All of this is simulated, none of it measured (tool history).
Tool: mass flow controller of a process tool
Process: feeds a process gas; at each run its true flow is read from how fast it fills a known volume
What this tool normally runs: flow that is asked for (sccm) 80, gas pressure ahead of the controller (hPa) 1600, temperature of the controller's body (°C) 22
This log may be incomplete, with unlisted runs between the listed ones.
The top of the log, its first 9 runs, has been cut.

| run | hour | flow that is asked for (sccm) | gas pressure ahead of the controller (hPa) | temperature of the controller's body (°C) | true flow (%) |
|---|---|---|---|---|---|
| 10 | 1324.5 | 80 | 1600 | 22 | 101.16 |
| 11 | 1526.5 | 80 | 1600 | 22 | 101.04 |
| 12 | 1662.6 | 80 | 1600 | 22 | 101.17 |
| 13 | 1813.7 | 80 | 1600 | 22 | 101.13 |
| 14 | 1956.1 | 80 | 1600 | 22 | 101.16 |
| 15 | 2054.1 | 80 | 1600 | 22 | 101.25 |
| 16 | 2158.3 | 80 | 1600 | 22 | 101.18 |
| 17 | 2264.4 | 80 | 1820 | 24 | 100.94 |
| 18 | 2409.0 | 80 | 1820 | 24 | 100.85 |
| 19 | 2539.2 | 48 | 1820 | 24 | 101.66 |
| 20 | 2742.0 | 48 | 1500 | 24 | 101.90 |
| 21 | 2862.5 | 150 | 1500 | 32 | 99.99 |
| 22 | 2995.3 | 150 | 1500 | 32 | 100.12 |
| 23 | 3166.7 | 150 | 1500 | 32 | 99.93 |
| 24 | 3294.5 | 80 | 1520 | 22 | 101.33 |
| 25 | 3437.8 | 80 | 1520 | 22 | 101.38 |
| 26 | 3582.2 | 80 | 1520 | 22 | 101.42 |
| 27 | 3672.9 | 80 | 1520 | 22 | 101.43 |
| 28 | 3827.9 | 80 | 2400 | 31 | 100.08 |
| 29 | 4004.9 | 80 | 2400 | 31 | 100.22 |
| 30 | 4095.4 | 35 | 1560 | 35 | 102.13 |
| 31 | 4205.1 | 35 | 1540 | 35 | 102.24 |

Alternative continuations, all from the tool just after run 31; predict every row:
| A | 4314.1 | 35 | 1560 | 35 | ? |
| B | 4314.1 | 80 | 1600 | 29 | ? |
| C | 4314.1 | 80 | 2610 | 27 | ? |

| run | true flow (%) |
|---|---|
| A | 102.31 |
| B | 100.84 |
| C | 100.34 |
Take away the tool's hidden state, keep each run's random variation, and the runs would have read:
| run | true flow (%) |
|---|---|
| A | 98.87 |
| B | 99.50 |
| C | 99.01 |

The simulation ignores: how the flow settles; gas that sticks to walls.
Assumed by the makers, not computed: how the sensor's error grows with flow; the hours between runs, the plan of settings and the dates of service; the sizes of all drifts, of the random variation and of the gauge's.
